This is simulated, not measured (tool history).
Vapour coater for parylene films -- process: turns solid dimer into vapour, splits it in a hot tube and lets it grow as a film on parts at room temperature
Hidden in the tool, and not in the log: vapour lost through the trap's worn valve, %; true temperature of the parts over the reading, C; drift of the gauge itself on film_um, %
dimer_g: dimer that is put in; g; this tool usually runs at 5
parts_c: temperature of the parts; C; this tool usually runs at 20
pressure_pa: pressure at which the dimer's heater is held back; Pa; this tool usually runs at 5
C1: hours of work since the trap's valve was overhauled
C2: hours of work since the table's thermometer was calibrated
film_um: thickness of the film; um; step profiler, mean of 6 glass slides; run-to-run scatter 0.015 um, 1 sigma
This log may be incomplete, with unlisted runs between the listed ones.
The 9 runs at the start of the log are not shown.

run 10 hour=154.2 | dimer_g=5 parts_c=20 pressure_pa=5 | C1=394 C2=293 | film_um=2.58
run 11 hour=163.6 | dimer_g=5 parts_c=20 pressure_pa=5 | C1=401 C2=299 | film_um=2.62
run 12 hour=184.8 | dimer_g=5 parts_c=20 pressure_pa=5 | C1=414 C2=313 | film_um=2.59
run 13 hour=199.6 | dimer_g=5 parts_c=20 pressure_pa=5 | C1=424 C2=323 | film_um=2.58
run 14 hour=217.4 | dimer_g=5 parts_c=20 pressure_pa=5 | C1=436 C2=335 | film_um=2.6
run 15 hour=235.9 | dimer_g=6 parts_c=20 pressure_pa=5 | C1=448 C2=347 | film_um=3.12
-- hour=248.5 trap's valve overhauled
run 16 hour=260.4 | dimer_g=6 parts_c=20 pressure_pa=5 | C1=8 C2=360 | film_um=3.27
run 17 hour=281.6 | dimer_g=6 parts_c=20 pressure_pa=5 | C1=22 C2=374 | film_um=3.23
run 18 hour=302.5 | dimer_g=5 parts_c=20 pressure_pa=5 | C1=35 C2=387 | film_um=2.72
run 19 hour=312.1 | dimer_g=5 parts_c=20 pressure_pa=5 | C1=41 C2=394 | film_um=2.7
run 20 hour=330.9 | dimer_g=5 parts_c=20 pressure_pa=9.73 | C1=54 C2=406 | film_um=2.39
run 21 hour=346.3 | dimer_g=5 parts_c=20 pressure_pa=9.73 | C1=64 C2=416 | film_um=2.39
run 22 hour=355.6 | dimer_g=5 parts_c=20 pressure_pa=9.73 | C1=70 C2=422 | film_um=2.39
run 23 hour=370.5 | dimer_g=5 parts_c=20 pressure_pa=2.14 | C1=79 C2=432 | film_um=3.1
run 24 hour=383.8 | dimer_g=3 parts_c=20 pressure_pa=5 | C1=88 C2=440 | film_um=1.62
run 25 hour=396 | dimer_g=2 parts_c=20 pressure_pa=6.65 | C1=96 C2=448 | film_um=1.03
run 26 hour=406.1 | dimer_g=8 parts_c=31 pressure_pa=6.1 | C1=103 C2=455 | film_um=3.04
run 27 hour=418.5 | dimer_g=3 parts_c=21 pressure_pa=6.1 | C1=111 C2=463 | film_um=1.52
run 28 hour=434.8 | dimer_g=3 parts_c=21 pressure_pa=6.1 | C1=121 C2=474 | film_um=1.5
run 29 hour=455.8 | dimer_g=5 parts_c=24 pressure_pa=5 | C1=135 C2=487 | film_um=2.36

For run 30, what comes out?
run 30 hour=478.8 | dimer_g=3 parts_c=14 pressure_pa=6.54 | C1=150 C2=502 | film_um=?

Logged for run 30: film_um 1.82 um.
Had the tool carried no hidden state, the very same run would have given film_um 1.87 um.
